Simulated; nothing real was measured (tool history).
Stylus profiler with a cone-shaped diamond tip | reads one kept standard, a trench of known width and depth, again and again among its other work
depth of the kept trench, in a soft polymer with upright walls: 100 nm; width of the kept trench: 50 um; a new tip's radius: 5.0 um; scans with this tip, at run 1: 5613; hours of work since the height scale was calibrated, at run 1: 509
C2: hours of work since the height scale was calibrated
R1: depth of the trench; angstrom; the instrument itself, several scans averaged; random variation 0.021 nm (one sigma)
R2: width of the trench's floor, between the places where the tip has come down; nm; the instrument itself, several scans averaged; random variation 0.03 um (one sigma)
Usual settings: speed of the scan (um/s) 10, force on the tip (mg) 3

Run 1, hour 0: usual settings; scans with this tip 5613; C2 509. Result: R1 1008 angstrom, R2 47630 nm.
Run 2, hour 19.9: usual settings; scans with this tip 5740; C2 521. Result: R1 1008.9 angstrom, R2 47630 nm.
Run 3, hour 42.2: usual settings; scans with this tip 5882; C2 534. Result: R1 1008.8 angstrom, R2 47620 nm.
Run 4, hour 59.8: usual settings but speed of the scan (um/s) 17; scans with this tip 5995; C2 544. Result: R1 1008.6 angstrom, R2 47540 nm.
Run 5, hour 71.1: usual settings but speed of the scan (um/s) 17; scans with this tip 6066; C2 550. Result: R1 1008.5 angstrom, R2 47590 nm.
Run 6, hour 90.1: usual settings but speed of the scan (um/s) 13; scans with this tip 6188; C2 561. Result: R1 1008.7 angstrom, R2 47540 nm.
Run 7, hour 109: usual settings but speed of the scan (um/s) 16; scans with this tip 6308; C2 572. Result: R1 1008.4 angstrom, R2 47580 nm.
Run 8, hour 131.4: usual settings but speed of the scan (um/s) 16, force on the tip (mg) 2.97; scans with this tip 6451; C2 585. Result: R1 1008.6 angstrom, R2 47530 nm.
Run 9, hour 144.7: usual settings but force on the tip (mg) 8.02; scans with this tip 6536; C2 593. Result: R1 1014.7 angstrom, R2 47610 nm.
Run 10, hour 157.4: usual settings but speed of the scan (um/s) 18; scans with this tip 6617; C2 600. Result: R1 1008.5 angstrom, R2 47530 nm.
Run 11, hour 166.8: usual settings but speed of the scan (um/s) 18; scans with this tip 6677; C2 606. Result: R1 1008.8 angstrom, R2 47530 nm.
Run 12, hour 179.1: usual settings; scans with this tip 6755; C2 613. Result: R1 1009 angstrom, R2 47540 nm.
Run 13, hour 190.6: usual settings but speed of the scan (um/s) 11, force on the tip (mg) 1.63; scans with this tip 6828; C2 619. Result: R1 1006.6 angstrom, R2 47480 nm.
Run 14, hour 203.5: usual settings but force on the tip (mg) 2.87; scans with this tip 6910; C2 627. Result: R1 1008.3 angstrom, R2 47530 nm.
Run 15, hour 213.9: usual settings but force on the tip (mg) 2.87; scans with this tip 6977; C2 633. Result: R1 1008.5 angstrom, R2 47500 nm.
At hour 216: height scale calibrated on a step standard.
Run 16, hour 229.3: usual settings but speed of the scan (um/s) 15; scans with this tip 7072; C2 8. Result: R1 1010 angstrom, R2 47530 nm.
Run 17, hour 247.5: usual settings but speed of the scan (um/s) 4, force on the tip (mg) 2.29; scans with this tip 7188; C2 18. Result: R1 1009.1 angstrom, R2 47490 nm.
Run 18, hour 263.7: usual settings but force on the tip (mg) 5.23; scans with this tip 7291; C2 28. Result: R1 1013.2 angstrom, R2 47490 nm.
Run 19, hour 277.9: usual settings but speed of the scan (um/s) 23, force on the tip (mg) 1.34; scans with this tip 7382; C2 36. Result: R1 1007.2 angstrom, R2 47500 nm.
At hour 298.9: height scale calibrated on a step standard, once more.
Run 20, hour 299.6: usual settings but speed of the scan (um/s) 7, force on the tip (mg) 4.43; scans with this tip 7517; C2 0. Result: R1 1009.3 angstrom, R2 47570 nm.
Run 21, hour 311.1: usual settings but speed of the scan (um/s) 19, force on the tip (mg) 6.55; scans with this tip 7590; C2 7. Result: R1 1011.4 angstrom, R2 47510 nm.
Run 22, hour 330.6: usual settings but speed of the scan (um/s) 29, force on the tip (mg) 5.53; scans with this tip 7715; C2 18. Result: R1 1010.4 angstrom, R2 47460 nm.
Run 23, hour 346.9: usual settings but force on the tip (mg) 2.62; scans with this tip 7819; C2 28. Result: R1 1006.3 angstrom, R2 47510 nm.

The same runs without the tool's hidden state, with the same run-to-run variation:
The hidden state here: radius of the tip, um; height scale over the true one, %; drift of the gauge itself on depth_nm, %; drift of the gauge itself on floor_um, %.
run      R1     R2
  1  1006.4  48010
  2  1007.3  48020
  3  1007.1  48020
  4  1006.9  47950
  5  1006.8  47990
  6    1007  47950
  7  1006.7  48000
  8  1006.8  47960
  9  1012.9  48050
 10  1006.6  47970
 11  1006.9  47980
 12  1007.1  47990
 13  1004.7  47940
 14  1006.4  47990
 15  1006.6  47960
 16  1006.8  48000
 17  1005.9  47970
 18    1010  47980
 19  1003.9  47990
 20  1009.2  48070
 21  1011.2  48010
 22  1010.2  47970
 23  1006.1  48030
